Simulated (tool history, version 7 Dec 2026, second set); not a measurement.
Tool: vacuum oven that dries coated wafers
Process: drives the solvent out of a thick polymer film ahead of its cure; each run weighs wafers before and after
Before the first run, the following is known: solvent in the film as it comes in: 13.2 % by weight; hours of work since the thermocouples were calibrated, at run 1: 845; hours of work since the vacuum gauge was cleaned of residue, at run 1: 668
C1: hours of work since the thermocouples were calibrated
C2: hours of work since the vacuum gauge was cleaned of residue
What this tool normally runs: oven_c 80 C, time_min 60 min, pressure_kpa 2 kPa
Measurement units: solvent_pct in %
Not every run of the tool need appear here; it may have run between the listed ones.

run 1 hour=0 | oven_c=80 time_min=60 pressure_kpa=2 | C1=845 C2=668 | solvent_pct=2.06
run 2 hour=33.3 | oven_c=80 time_min=60 pressure_kpa=2.2 | C1=862 C2=685 | solvent_pct=2.06
run 3 hour=91 | oven_c=80 time_min=60 pressure_kpa=2.2 | C1=890 C2=713 | solvent_pct=2.08
run 4 hour=132.7 | oven_c=80 time_min=60 pressure_kpa=2.2 | C1=911 C2=734 | solvent_pct=2.12
run 5 hour=175.8 | oven_c=80 time_min=60 pressure_kpa=2 | C1=932 C2=755 | solvent_pct=2.06
run 6 hour=206.6 | oven_c=80 time_min=60 pressure_kpa=2 | C1=947 C2=771 | solvent_pct=2.1
run 7 hour=245.5 | oven_c=80 time_min=60 pressure_kpa=2 | C1=967 C2=790 | solvent_pct=2.12
run 8 hour=291.6 | oven_c=85 time_min=60 pressure_kpa=2 | C1=989 C2=813 | solvent_pct=1.44
run 9 hour=321.7 | oven_c=80 time_min=48 pressure_kpa=2 | C1=1004 C2=827 | solvent_pct=2.5
-- hour=363.7 oven's thermocouples calibrated
run 10 hour=363.7 | oven_c=80 time_min=48 pressure_kpa=2 | C1=0 C2=847 | solvent_pct=1.99
run 11 hour=392.4 | oven_c=80 time_min=60 pressure_kpa=2 | C1=14 C2=861 | solvent_pct=1.63
run 12 hour=427.4 | oven_c=80 time_min=60 pressure_kpa=2 | C1=31 C2=879 | solvent_pct=1.69
run 13 hour=463.6 | oven_c=80 time_min=60 pressure_kpa=2 | C1=49 C2=897 | solvent_pct=1.73
run 14 hour=501.7 | oven_c=80 time_min=60 pressure_kpa=2 | C1=68 C2=915 | solvent_pct=1.71
run 15 hour=553.7 | oven_c=80 time_min=52 pressure_kpa=3.24 | C1=94 C2=941 | solvent_pct=2.52
run 16 hour=602.3 | oven_c=81 time_min=46 pressure_kpa=3.24 | C1=118 C2=965 | solvent_pct=2.56
-- hour=607.9 vacuum gauge cleaned of residue and calibrated
run 17 hour=642.3 | oven_c=66 time_min=46 pressure_kpa=6.08 | C1=137 C2=17 | solvent_pct=8.5
run 18 hour=688.2 | oven_c=87 time_min=52 pressure_kpa=1.29 | C1=160 C2=40 | solvent_pct=0.87
run 19 hour=727.3 | oven_c=84 time_min=31 pressure_kpa=1.59 | C1=179 C2=59 | solvent_pct=2.46
run 20 hour=794.3 | oven_c=89 time_min=63 pressure_kpa=2 | C1=212 C2=92 | solvent_pct=1.09
run 21 hour=847 | oven_c=91 time_min=60 pressure_kpa=2 | C1=238 C2=118 | solvent_pct=0.87
run 22 hour=904.8 | oven_c=83 time_min=92 pressure_kpa=4.25 | C1=267 C2=147 | solvent_pct=2.4

Below are 4 alternative next runs, each starting from the tool's condition after run 22. Predict each:
run A hour=966.8 | oven_c=75 time_min=82 pressure_kpa=2.81 | C1=297 C2=177 | solvent_pct=?
run B hour=966.8 | oven_c=87 time_min=83 pressure_kpa=4.25 | C1=297 C2=177 | solvent_pct=?
run C hour=966.8 | oven_c=77 time_min=60 pressure_kpa=7.49 | C1=297 C2=177 | solvent_pct=?
run D hour=966.8 | oven_c=90 time_min=31 pressure_kpa=4.15 | C1=297 C2=177 | solvent_pct=?

run=A solvent_pct=2.68
run=B solvent_pct=1.91
run=C solvent_pct=5.49
run=D solvent_pct=2.32
What these runs would have given with no unlogged condition in the tool:
run=A solvent_pct=2.21
run=B solvent_pct=1.61
run=C solvent_pct=5.05
run=D solvent_pct=2.06
